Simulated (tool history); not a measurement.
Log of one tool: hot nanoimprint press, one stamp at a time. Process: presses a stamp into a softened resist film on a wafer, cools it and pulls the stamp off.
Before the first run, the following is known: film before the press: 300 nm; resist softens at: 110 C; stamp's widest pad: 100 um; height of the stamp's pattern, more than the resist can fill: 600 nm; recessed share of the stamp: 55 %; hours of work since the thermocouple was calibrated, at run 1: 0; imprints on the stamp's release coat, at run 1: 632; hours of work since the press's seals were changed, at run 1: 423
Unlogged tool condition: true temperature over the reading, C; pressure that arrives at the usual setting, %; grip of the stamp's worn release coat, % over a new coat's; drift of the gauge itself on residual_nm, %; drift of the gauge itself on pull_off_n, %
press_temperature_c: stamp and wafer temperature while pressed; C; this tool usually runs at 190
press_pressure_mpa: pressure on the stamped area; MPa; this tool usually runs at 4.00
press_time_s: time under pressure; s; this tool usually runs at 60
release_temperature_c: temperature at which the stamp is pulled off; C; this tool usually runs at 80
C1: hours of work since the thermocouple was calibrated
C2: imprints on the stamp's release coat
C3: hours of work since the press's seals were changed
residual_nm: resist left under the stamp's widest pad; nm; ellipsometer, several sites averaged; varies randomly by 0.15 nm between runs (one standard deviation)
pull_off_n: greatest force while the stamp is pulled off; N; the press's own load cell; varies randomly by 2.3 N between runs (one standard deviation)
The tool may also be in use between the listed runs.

run 1 day=0.000 | press_temperature_c=190 press_pressure_mpa=4.00 press_time_s=60 release_temperature_c=80 | C1=0 C2=632 C3=423 | residual_nm=157.4 pull_off_n=129
run 2 day=0.767 | press_temperature_c=190 press_pressure_mpa=4.00 press_time_s=60 release_temperature_c=80 | C1=13 C2=727 C3=436 | residual_nm=157.0 pull_off_n=140
run 3 day=1.992 | press_temperature_c=190 press_pressure_mpa=4.00 press_time_s=60 release_temperature_c=80 | C1=34 C2=877 C3=457 | residual_nm=157.2 pull_off_n=156
run 4 day=2.821 | press_temperature_c=190 press_pressure_mpa=4.00 press_time_s=100 release_temperature_c=80 | C1=48 C2=980 C3=471 | residual_nm=132.0 pull_off_n=149
run 5 day=3.858 | press_temperature_c=190 press_pressure_mpa=4.00 press_time_s=100 release_temperature_c=80 | C1=66 C2=1108 C3=489 | residual_nm=132.2 pull_off_n=160
run 6 day=5.083 | press_temperature_c=190 press_pressure_mpa=4.00 press_time_s=100 release_temperature_c=80 | C1=86 C2=1260 C3=509 | residual_nm=132.3 pull_off_n=169
run 7 day=6.338 | press_temperature_c=190 press_pressure_mpa=4.00 press_time_s=100 release_temperature_c=80 | C1=108 C2=1414 C3=531 | residual_nm=132.2 pull_off_n=178
run 8 day=6.962 | press_temperature_c=190 press_pressure_mpa=4.00 press_time_s=60 release_temperature_c=73 | C1=118 C2=1491 C3=541 | residual_nm=156.9 pull_off_n=195
run 9 day=7.692 | press_temperature_c=190 press_pressure_mpa=4.00 press_time_s=60 release_temperature_c=73 | C1=131 C2=1581 C3=554 | residual_nm=156.8 pull_off_n=200
run 10 day=8.800 | press_temperature_c=190 press_pressure_mpa=4.00 press_time_s=60 release_temperature_c=70 | C1=150 C2=1718 C3=573 | residual_nm=156.4 pull_off_n=217
run 11 day=9.538 | press_temperature_c=190 press_pressure_mpa=4.00 press_time_s=60 release_temperature_c=70 | C1=162 C2=1809 C3=585 | residual_nm=156.6 pull_off_n=220
run 12 day=10.083 | press_temperature_c=190 press_pressure_mpa=4.00 press_time_s=60 release_temperature_c=70 | C1=171 C2=1877 C3=594 | residual_nm=156.4 pull_off_n=222
run 13 day=11.154 | press_temperature_c=190 press_pressure_mpa=4.00 press_time_s=60 release_temperature_c=80 | C1=190 C2=2009 C3=613 | residual_nm=156.5 pull_off_n=209
-- day=11.683 stamp cleaned and given a new release coat
run 14 day=12.454 | press_temperature_c=190 press_pressure_mpa=4.00 press_time_s=60 release_temperature_c=80 | C1=207 C2=96 C3=630 | residual_nm=156.4 pull_off_n=104
run 15 day=13.221 | press_temperature_c=180 press_pressure_mpa=4.00 press_time_s=60 release_temperature_c=80 | C1=220 C2=190 C3=643 | residual_nm=222.4 pull_off_n=112
run 16 day=14.158 | press_temperature_c=190 press_pressure_mpa=4.00 press_time_s=60 release_temperature_c=80 | C1=236 C2=306 C3=659 | residual_nm=156.0 pull_off_n=118
run 17 day=14.708 | press_temperature_c=184 press_pressure_mpa=4.32 press_time_s=42 release_temperature_c=74 | C1=246 C2=374 C3=669 | residual_nm=208.2 pull_off_n=132
run 18 day=15.400 | press_temperature_c=190 press_pressure_mpa=4.18 press_time_s=90 release_temperature_c=80 | C1=257 C2=459 C3=681 | residual_nm=133.4 pull_off_n=122
run 19 day=16.267 | press_temperature_c=190 press_pressure_mpa=4.00 press_time_s=60 release_temperature_c=84 | C1=272 C2=566 C3=695 | residual_nm=156.2 pull_off_n=123
run 20 day=17.183 | press_temperature_c=197 press_pressure_mpa=4.00 press_time_s=96 release_temperature_c=74 | C1=288 C2=679 C3=711 | residual_nm=99.1 pull_off_n=146
run 21 day=18.350 | press_temperature_c=200 press_pressure_mpa=4.00 press_time_s=60 release_temperature_c=80 | C1=308 C2=823 C3=731 | residual_nm=104.7 pull_off_n=142
-- day=18.629 plate thermocouple calibrated
run 22 day=19.529 | press_temperature_c=200 press_pressure_mpa=4.00 press_time_s=60 release_temperature_c=80 | C1=15 C2=954 C3=749 | residual_nm=105.6 pull_off_n=155
run 23 day=20.158 | press_temperature_c=200 press_pressure_mpa=4.00 press_time_s=60 release_temperature_c=80 | C1=26 C2=1031 C3=759 | residual_nm=105.7 pull_off_n=152
run 24 day=20.996 | press_temperature_c=200 press_pressure_mpa=4.08 press_time_s=82 release_temperature_c=80 | C1=40 C2=1134 C3=773 | residual_nm=92.8 pull_off_n=160
run 25 day=21.625 | press_temperature_c=188 press_pressure_mpa=4.00 press_time_s=59 release_temperature_c=73 | C1=51 C2=1212 C3=784 | residual_nm=170.5 pull_off_n=180
run 26 day=22.212 | press_temperature_c=188 press_pressure_mpa=4.00 press_time_s=59 release_temperature_c=73 | C1=61 C2=1285 C3=794 | residual_nm=170.8 pull_off_n=183
run 27 day=23.479 | press_temperature_c=192 press_pressure_mpa=3.40 press_time_s=42 release_temperature_c=73 | C1=82 C2=1441 C3=816 | residual_nm=174.7 pull_off_n=195
run 28 day=24.158 | press_temperature_c=192 press_pressure_mpa=3.40 press_time_s=40 release_temperature_c=81 | C1=94 C2=1525 C3=827 | residual_nm=177.2 pull_off_n=172
-- day=24.775 press's hydraulic seals changed and the load cell set to zero
run 29 day=25.004 | press_temperature_c=192 press_pressure_mpa=3.40 press_time_s=40 release_temperature_c=81 | C1=103 C2=1588 C3=4 | residual_nm=172.9 pull_off_n=185
run 30 day=25.800 | press_temperature_c=196 press_pressure_mpa=2.47 press_time_s=32 release_temperature_c=84 | C1=116 C2=1686 C3=17 | residual_nm=184.7 pull_off_n=178
run 31 day=26.792 | press_temperature_c=196 press_pressure_mpa=2.47 press_time_s=32 release_temperature_c=84 | C1=133 C2=1809 C3=34 | residual_nm=184.8 pull_off_n=188

Predict each of these 3 candidate next runs independently; none follows another, all start after run 31:
run A day=27.596 | press_temperature_c=186 press_pressure_mpa=4.79 press_time_s=32 release_temperature_c=85 | C1=147 C2=1908 C3=48 | residual_nm=? pull_off_n=?
run B day=27.596 | press_temperature_c=190 press_pressure_mpa=4.00 press_time_s=54 release_temperature_c=80 | C1=147 C2=1908 C3=48 | residual_nm=? pull_off_n=?
run C day=27.596 | press_temperature_c=196 press_pressure_mpa=5.23 press_time_s=32 release_temperature_c=84 | C1=147 C2=1908 C3=48 | residual_nm=? pull_off_n=?

run=A residual_nm=196.0 pull_off_n=191
run=B residual_nm=157.0 pull_off_n=200
run=C residual_nm=129.4 pull_off_n=187
With the hidden condition removed and each run's random variation left untouched, the same runs would have given:
run=A residual_nm=198.5 pull_off_n=96
run=B residual_nm=159.4 pull_off_n=101
run=C residual_nm=131.4 pull_off_n=94

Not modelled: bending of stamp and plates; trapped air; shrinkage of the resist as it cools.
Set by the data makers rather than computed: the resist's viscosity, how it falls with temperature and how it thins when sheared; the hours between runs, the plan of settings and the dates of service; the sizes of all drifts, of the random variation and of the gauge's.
